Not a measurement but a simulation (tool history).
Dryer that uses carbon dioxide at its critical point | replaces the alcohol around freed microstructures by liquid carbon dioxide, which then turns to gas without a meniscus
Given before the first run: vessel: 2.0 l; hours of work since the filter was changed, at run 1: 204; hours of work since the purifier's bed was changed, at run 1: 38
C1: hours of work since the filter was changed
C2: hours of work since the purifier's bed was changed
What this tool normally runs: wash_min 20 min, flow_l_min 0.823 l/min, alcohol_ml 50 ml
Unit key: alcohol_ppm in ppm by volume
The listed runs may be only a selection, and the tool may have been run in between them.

run 1 hour=0 | wash_min=20 flow_l_min=0.823 alcohol_ml=50 | C1=204 C2=38 | alcohol_ppm=40
run 2 hour=7.5 | wash_min=20 flow_l_min=0.823 alcohol_ml=50 | C1=208 C2=43 | alcohol_ppm=42
run 3 hour=18.2 | wash_min=20 flow_l_min=0.823 alcohol_ml=35 | C1=215 C2=49 | alcohol_ppm=23
run 4 hour=23.4 | wash_min=20 flow_l_min=0.823 alcohol_ml=35 | C1=218 C2=52 | alcohol_ppm=32
run 5 hour=32.6 | wash_min=20 flow_l_min=0.823 alcohol_ml=35 | C1=223 C2=58 | alcohol_ppm=26
run 6 hour=37.7 | wash_min=20 flow_l_min=0.823 alcohol_ml=35 | C1=226 C2=61 | alcohol_ppm=31
run 7 hour=49.2 | wash_min=20 flow_l_min=0.823 alcohol_ml=35 | C1=233 C2=68 | alcohol_ppm=31
run 8 hour=58.3 | wash_min=20 flow_l_min=1.219 alcohol_ml=50 | C1=239 C2=73 | alcohol_ppm=23
-- hour=63.7 inlet filter changed
run 9 hour=64.8 | wash_min=20 flow_l_min=1.219 alcohol_ml=50 | C1=1 C2=77 | alcohol_ppm=14
run 10 hour=71.4 | wash_min=20 flow_l_min=1.219 alcohol_ml=50 | C1=5 C2=81 | alcohol_ppm=14
run 11 hour=76.4 | wash_min=20 flow_l_min=1.219 alcohol_ml=50 | C1=8 C2=84 | alcohol_ppm=10
run 12 hour=84.4 | wash_min=20 flow_l_min=1.219 alcohol_ml=50 | C1=12 C2=88 | alcohol_ppm=24
run 13 hour=91.6 | wash_min=20 flow_l_min=1.219 alcohol_ml=50 | C1=17 C2=93 | alcohol_ppm=4
run 14 hour=102.1 | wash_min=20 flow_l_min=1.219 alcohol_ml=50 | C1=23 C2=99 | alcohol_ppm=13
run 15 hour=107.6 | wash_min=20 flow_l_min=0.823 alcohol_ml=21 | C1=27 C2=102 | alcohol_ppm=20
run 16 hour=118.4 | wash_min=20 flow_l_min=0.823 alcohol_ml=50 | C1=33 C2=109 | alcohol_ppm=19
run 17 hour=130.1 | wash_min=20 flow_l_min=0.823 alcohol_ml=50 | C1=40 C2=116 | alcohol_ppm=14
run 18 hour=135.2 | wash_min=20 flow_l_min=0.823 alcohol_ml=50 | C1=43 C2=119 | alcohol_ppm=33
run 19 hour=142.7 | wash_min=20 flow_l_min=0.823 alcohol_ml=50 | C1=48 C2=124 | alcohol_ppm=25
run 20 hour=149.7 | wash_min=20 flow_l_min=0.823 alcohol_ml=50 | C1=52 C2=128 | alcohol_ppm=24
run 21 hour=160.1 | wash_min=20 flow_l_min=0.823 alcohol_ml=50 | C1=58 C2=134 | alcohol_ppm=24
run 22 hour=166.6 | wash_min=20 flow_l_min=1.213 alcohol_ml=38 | C1=62 C2=138 | alcohol_ppm=21
run 23 hour=177.3 | wash_min=20 flow_l_min=0.964 alcohol_ml=33 | C1=69 C2=145 | alcohol_ppm=24
run 24 hour=185.1 | wash_min=20 flow_l_min=0.964 alcohol_ml=33 | C1=73 C2=149 | alcohol_ppm=11
run 25 hour=190.1 | wash_min=19 flow_l_min=0.496 alcohol_ml=57 | C1=76 C2=152 | alcohol_ppm=420
run 26 hour=197.4 | wash_min=15 flow_l_min=1.004 alcohol_ml=32 | C1=81 C2=157 | alcohol_ppm=31
run 27 hour=207.4 | wash_min=25 flow_l_min=0.522 alcohol_ml=43 | C1=87 C2=163 | alcohol_ppm=74
run 28 hour=213.4 | wash_min=27 flow_l_min=1.224 alcohol_ml=32 | C1=90 C2=166 | alcohol_ppm=16
run 29 hour=221.3 | wash_min=27 flow_l_min=1.224 alcohol_ml=32 | C1=95 C2=171 | alcohol_ppm=15
run 30 hour=229.4 | wash_min=28 flow_l_min=0.754 alcohol_ml=32 | C1=100 C2=176 | alcohol_ppm=29
run 31 hour=240.7 | wash_min=15 flow_l_min=1.156 alcohol_ml=33 | C1=107 C2=183 | alcohol_ppm=30
run 32 hour=246 | wash_min=19 flow_l_min=0.823 alcohol_ml=51 | C1=110 C2=186 | alcohol_ppm=39
run 33 hour=255.6 | wash_min=20 flow_l_min=0.745 alcohol_ml=37 | C1=116 C2=192 | alcohol_ppm=47
run 34 hour=262.7 | wash_min=20 flow_l_min=0.823 alcohol_ml=74 | C1=120 C2=196 | alcohol_ppm=50
run 35 hour=270.5 | wash_min=20 flow_l_min=0.836 alcohol_ml=50 | C1=125 C2=201 | alcohol_ppm=34
run 36 hour=280.6 | wash_min=20 flow_l_min=0.755 alcohol_ml=30 | C1=131 C2=207 | alcohol_ppm=44
run 37 hour=287.3 | wash_min=20 flow_l_min=0.755 alcohol_ml=30 | C1=135 C2=211 | alcohol_ppm=39
run 38 hour=292.4 | wash_min=20 flow_l_min=0.755 alcohol_ml=30 | C1=138 C2=214 | alcohol_ppm=48
run 39 hour=300.5 | wash_min=15 flow_l_min=1.315 alcohol_ml=33 | C1=143 C2=219 | alcohol_ppm=23

Here are 5 independent what-if runs from the current tool condition. What would each one return?
run A hour=310.4 | wash_min=12 flow_l_min=0.823 alcohol_ml=50 | C1=149 C2=225 | alcohol_ppm=?
run B hour=310.4 | wash_min=16 flow_l_min=0.823 alcohol_ml=50 | C1=149 C2=225 | alcohol_ppm=?
run C hour=310.4 | wash_min=16 flow_l_min=0.511 alcohol_ml=51 | C1=149 C2=225 | alcohol_ppm=?
run D hour=310.4 | wash_min=30 flow_l_min=1.056 alcohol_ml=50 | C1=149 C2=225 | alcohol_ppm=?
run E hour=310.4 | wash_min=18 flow_l_min=0.552 alcohol_ml=33 | C1=149 C2=225 | alcohol_ppm=?

run=A alcohol_ppm=380
run=B alcohol_ppm=105
run=C alcohol_ppm=779
run=D alcohol_ppm=17
run=E alcohol_ppm=262
The same runs, with their run-to-run variation unchanged, on a tool lacking any hidden condition would have given:
run=A alcohol_ppm=243
run=B alcohol_ppm=55
run=C alcohol_ppm=539
run=D alcohol_ppm=4
run=E alcohol_ppm=166
